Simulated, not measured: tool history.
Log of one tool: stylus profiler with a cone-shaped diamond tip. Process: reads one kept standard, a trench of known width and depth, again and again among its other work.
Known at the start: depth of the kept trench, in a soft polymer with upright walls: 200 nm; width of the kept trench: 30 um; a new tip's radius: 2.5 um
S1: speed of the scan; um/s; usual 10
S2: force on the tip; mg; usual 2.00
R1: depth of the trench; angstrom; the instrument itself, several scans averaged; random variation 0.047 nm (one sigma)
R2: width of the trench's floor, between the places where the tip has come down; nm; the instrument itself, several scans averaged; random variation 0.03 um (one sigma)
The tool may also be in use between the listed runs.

run 1 day=0.000 | S1=10 S2=2.00 | R1=2020.7 R2=27910
run 2 day=0.371 | S1=10 S2=2.00 | R1=2019.4 R2=27960
run 3 day=1.229 | S1=10 S2=2.00 | R1=2018.9 R2=28010
run 4 day=2.050 | S1=10 S2=2.00 | R1=2019.9 R2=27910
run 5 day=2.800 | S1=10 S2=2.00 | R1=2019.7 R2=28000
run 6 day=3.350 | S1=15 S2=2.00 | R1=2019.7 R2=27930
run 7 day=3.967 | S1=15 S2=2.00 | R1=2019.7 R2=27930
run 8 day=4.704 | S1=10 S2=4.91 | R1=2035.9 R2=27930
run 9 day=5.546 | S1=10 S2=4.91 | R1=2035.5 R2=28010
run 10 day=6.229 | S1=10 S2=1.01 | R1=2012.7 R2=27950
run 11 day=6.588 | S1=10 S2=1.01 | R1=2011.7 R2=27970
run 12 day=7.304 | S1=10 S2=2.00 | R1=2019.6 R2=27930
run 13 day=7.804 | S1=10 S2=2.00 | R1=2019.3 R2=27990
run 14 day=8.204 | S1=10 S2=2.00 | R1=2019.6 R2=27880
run 15 day=8.725 | S1=10 S2=2.00 | R1=2020.0 R2=28010
run 16 day=9.567 | S1=10 S2=2.00 | R1=2020.0 R2=27950
run 17 day=10.108 | S1=10 S2=2.00 | R1=2018.6 R2=27950
run 18 day=10.633 | S1=3 S2=2.35 | R1=2021.9 R2=28020
run 19 day=11.046 | S1=3 S2=2.35 | R1=2021.4 R2=27970
run 20 day=11.792 | S1=3 S2=0.90 | R1=2011.7 R2=27970
run 21 day=12.392 | S1=10 S2=1.45 | R1=2015.4 R2=27940
run 22 day=12.929 | S1=2 S2=1.45 | R1=2015.4 R2=27990
run 23 day=13.638 | S1=2 S2=1.45 | R1=2016.3 R2=28070
run 24 day=14.267 | S1=4 S2=2.00 | R1=2020.2 R2=28070
run 25 day=14.642 | S1=19 S2=1.86 | R1=2018.6 R2=27870

Forecast each of these 5 alternatives for the next run:
run A day=15.408 | S1=5 S2=2.00 | R1=? R2=?
run B day=15.408 | S1=17 S2=1.61 | R1=? R2=?
run C day=15.408 | S1=10 S2=4.10 | R1=? R2=?
run D day=15.408 | S1=12 S2=3.77 | R1=? R2=?
run E day=15.408 | S1=3 S2=1.15 | R1=? R2=?

run=A R1=2018.9 R2=28050
run=B R1=2017.3 R2=27910
run=C R1=2031.2 R2=27950
run=D R1=2029.7 R2=27900
run=E R1=2013.3 R2=28010
Without the tool's hidden state the same runs would have given:
run=A R1=2019.0 R2=28060
run=B R1=2017.4 R2=27920
run=C R1=2031.3 R2=27960
run=D R1=2029.8 R2=27910
run=E R1=2013.4 R2=28020
